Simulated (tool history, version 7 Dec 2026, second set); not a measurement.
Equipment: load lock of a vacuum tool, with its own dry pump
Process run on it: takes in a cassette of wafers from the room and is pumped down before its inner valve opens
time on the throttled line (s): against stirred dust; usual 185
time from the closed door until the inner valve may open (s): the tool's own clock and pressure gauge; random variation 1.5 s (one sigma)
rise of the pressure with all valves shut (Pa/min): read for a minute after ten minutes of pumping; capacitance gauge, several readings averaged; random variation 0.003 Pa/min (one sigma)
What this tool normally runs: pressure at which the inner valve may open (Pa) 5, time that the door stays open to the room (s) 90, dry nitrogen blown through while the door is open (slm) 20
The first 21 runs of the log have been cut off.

run    hour  time on the throttled line (s)  pressure at which the inner valve may open (Pa)  time that the door stays open to the room (s)  dry nitrogen blown through while the door is open (slm)  incoming humidity of the room's air, %  time from the closed door until the inner valve may open (s)  rise of the pressure with all valves shut (Pa/min)
 22  2882.1                             185                                                5                                             90                                                       20                                    47.1                                                         277.6                                               0.184
 23  3067.3                             191                                                5                                             90                                                       20                                    39.7                                                         283.2                                               0.178
 24  3197.0                             244                                                5                                             90                                                       14                                    44.9                                                         328.7                                               0.190
     3240.6  -- dry pump taken out, an overhauled one fitted
 25  3312.6                             318                                                6                                            118                                                       14                                    43.2                                                         375.6                                               0.203
 26  3475.4                             231                                                5                                             52                                                        6                                    47.2                                                         304.3                                               0.212
 27  3626.0                             264                                                5                                            140                                                       20                                    50.1                                                         331.0                                               0.208
 28  3706.3                             264                                                5                                            140                                                       20                                    46.4                                                         333.4                                               0.204
 29  3850.2                             121                                                4                                             69                                                       35                                    46.0                                                         211.0                                               0.191
 30  4016.8                             192                                                4                                             69                                                       27                                    47.9                                                         273.2                                               0.196
 31  4143.4                             192                                                4                                            104                                                       27                                    46.2                                                         270.9                                               0.205
 32  4300.2                             192                                                4                                            104                                                       27                                    45.1                                                         272.8                                               0.210
 33  4440.7                             173                                                5                                            231                                                        8                                    43.9                                                         254.4                                               0.261
 34  4604.6                              92                                                7                                            231                                                        8                                    49.0                                                         179.2                                               0.271
 35  4706.1                              93                                                7                                             87                                                       20                                    46.8                                                         179.0                                               0.231
 36  4843.2                              93                                                9                                             87                                                       10                                    45.9                                                         176.8                                               0.243
 37  4996.0                             166                                               10                                             87                                                       10                                    44.5                                                         244.3                                               0.246

Branching from run 37: 3 alternative next runs. What would each branch give?
  A  5141.1                              95                                                5                                             81                                                       28                                    45.1                                                             ?                                                   ?
  B  5141.1                             348                                                8                                             49                                                       10                                    44.7                                                             ?                                                   ?
  C  5141.1                             166                                                7                                             47                                                       25                                    45.1                                                             ?                                                   ?

run  time from the closed door until the inner valve may open (s)  rise of the pressure with all valves shut (Pa/min)
  A                                                         184.2                                               0.231
  B                                                         399.5                                               0.236
  C                                                         243.6                                               0.226
The same runs, with their run-to-run variation unchanged, on a tool lacking any hidden condition would have given:
run  time from the closed door until the inner valve may open (s)  rise of the pressure with all valves shut (Pa/min)
  A                                                         180.1                                               0.031
  B                                                         397.1                                               0.040
  C                                                         239.9                                               0.029
